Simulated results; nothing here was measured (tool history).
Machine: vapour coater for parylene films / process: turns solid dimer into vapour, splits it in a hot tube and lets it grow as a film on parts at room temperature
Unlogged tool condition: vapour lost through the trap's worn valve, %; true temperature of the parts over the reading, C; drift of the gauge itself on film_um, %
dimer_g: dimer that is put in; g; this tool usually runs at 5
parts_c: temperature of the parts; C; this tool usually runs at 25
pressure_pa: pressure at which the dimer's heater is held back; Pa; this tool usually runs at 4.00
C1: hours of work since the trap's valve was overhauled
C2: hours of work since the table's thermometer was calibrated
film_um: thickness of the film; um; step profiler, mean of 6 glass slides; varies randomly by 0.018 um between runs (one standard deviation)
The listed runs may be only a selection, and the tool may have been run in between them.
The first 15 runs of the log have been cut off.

{"run": 16, "day": 32.633, "dimer_g": 5, "parts_c": 33, "pressure_pa": 3.95, "C1": 246, "C2": 215, "film_um": 0.71}
{"run": 17, "day": 34.938, "dimer_g": 5, "parts_c": 25, "pressure_pa": 2.55, "C1": 280, "C2": 250, "film_um": 1.09}
{"day": 35.271, "done": "table's thermometer calibrated, once more"}
{"run": 18, "day": 37.221, "dimer_g": 5, "parts_c": 25, "pressure_pa": 4.0, "C1": 314, "C2": 29, "film_um": 1.03}
{"day": 38.725, "done": "trap's valve overhauled"}
{"run": 19, "day": 40.446, "dimer_g": 5, "parts_c": 25, "pressure_pa": 4.0, "C1": 26, "C2": 76, "film_um": 1.13}
{"run": 20, "day": 42.658, "dimer_g": 5, "parts_c": 19, "pressure_pa": 4.49, "C1": 59, "C2": 109, "film_um": 1.33}
{"run": 21, "day": 44.221, "dimer_g": 5, "parts_c": 19, "pressure_pa": 4.49, "C1": 83, "C2": 132, "film_um": 1.38}
{"run": 22, "day": 46.021, "dimer_g": 5, "parts_c": 19, "pressure_pa": 4.49, "C1": 110, "C2": 160, "film_um": 1.36}
{"run": 23, "day": 47.829, "dimer_g": 4, "parts_c": 22, "pressure_pa": 4.0, "C1": 137, "C2": 187, "film_um": 1.0}
{"run": 24, "day": 50.067, "dimer_g": 4, "parts_c": 19, "pressure_pa": 3.02, "C1": 171, "C2": 221, "film_um": 1.12}
{"run": 25, "day": 51.671, "dimer_g": 8, "parts_c": 33, "pressure_pa": 2.17, "C1": 195, "C2": 245, "film_um": 1.4}
{"run": 26, "day": 54.304, "dimer_g": 4, "parts_c": 27, "pressure_pa": 7.95, "C1": 235, "C2": 285, "film_um": 0.66}
{"run": 27, "day": 55.858, "dimer_g": 9, "parts_c": 27, "pressure_pa": 2.44, "C1": 258, "C2": 308, "film_um": 1.87}
{"run": 28, "day": 57.467, "dimer_g": 2, "parts_c": 26, "pressure_pa": 7.52, "C1": 283, "C2": 332, "film_um": 0.35}
{"run": 29, "day": 60.471, "dimer_g": 2, "parts_c": 25, "pressure_pa": 4.0, "C1": 328, "C2": 378, "film_um": 0.42}
{"day": 61.108, "done": "trap's valve overhauled"}
{"run": 30, "day": 62.825, "dimer_g": 9, "parts_c": 32, "pressure_pa": 6.99, "C1": 26, "C2": 411, "film_um": 1.34}

Alternative continuations, all from the tool just after run 30; predict every row:
{"run": "A", "day": 65.858, "dimer_g": 4, "parts_c": 30, "pressure_pa": 7.77, "C1": 72, "C2": 456, "film_um": "?"}
{"run": "B", "day": 65.858, "dimer_g": 9, "parts_c": 26, "pressure_pa": 2.04, "C1": 72, "C2": 456, "film_um": "?"}
{"run": "C", "day": 65.858, "dimer_g": 4, "parts_c": 24, "pressure_pa": 5.72, "C1": 72, "C2": 456, "film_um": "?"}
{"run": "D", "day": 65.858, "dimer_g": 3, "parts_c": 34, "pressure_pa": 2.7, "C1": 72, "C2": 456, "film_um": "?"}
{"run": "E", "day": 65.858, "dimer_g": 5, "parts_c": 30, "pressure_pa": 10.37, "C1": 72, "C2": 456, "film_um": "?"}

run=A film_um=0.63
run=B film_um=2.21
run=C film_um=0.85
run=D film_um=0.49
run=E film_um=0.75
With the hidden condition removed and each run's random variation left untouched, the same runs would have given:
run=A film_um=0.65
run=B film_um=2.28
run=C film_um=0.88
run=D film_um=0.51
run=E film_um=0.77
